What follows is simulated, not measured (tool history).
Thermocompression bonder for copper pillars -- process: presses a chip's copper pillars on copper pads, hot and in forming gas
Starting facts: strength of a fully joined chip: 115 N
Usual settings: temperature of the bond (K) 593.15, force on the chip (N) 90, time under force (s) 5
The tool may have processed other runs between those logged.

| run | hour | temperature of the bond (K) | force on the chip (N) | time under force (s) | force that shears a chip off (N) |
|---|---|---|---|---|---|
| 1 | 0.0 | 593.15 | 90 | 5 | 55.3 |
| 2 | 23.8 | 593.15 | 90 | 5 | 54.9 |
| 3 | 57.4 | 593.15 | 90 | 5 | 54.9 |
| 4 | 94.8 | 593.15 | 90 | 5 | 55.5 |
| 5 | 118.5 | 593.15 | 90 | 7 | 60.9 |
| 6 | 145.9 | 593.15 | 90 | 7 | 61.2 |
| 7 | 167.1 | 593.15 | 90 | 7 | 62.1 |
| 8 | 197.5 | 593.15 | 90 | 7 | 61.2 |
| 9 | 232.1 | 593.15 | 90 | 7 | 61.5 |
| 10 | 250.8 | 593.15 | 90 | 5 | 56.1 |
| 11 | 282.8 | 593.15 | 90 | 3 | 44.9 |
| 12 | 314.6 | 578.15 | 108 | 5 | 56.1 |

For run 13, what comes out?
| 13 | 354.8 | 578.15 | 108 | 5 | ? |

force that shears a chip off (N): 54.7
The same run, on a tool lacking any hidden state, would have yielded force that shears a chip off (N) 57.0.
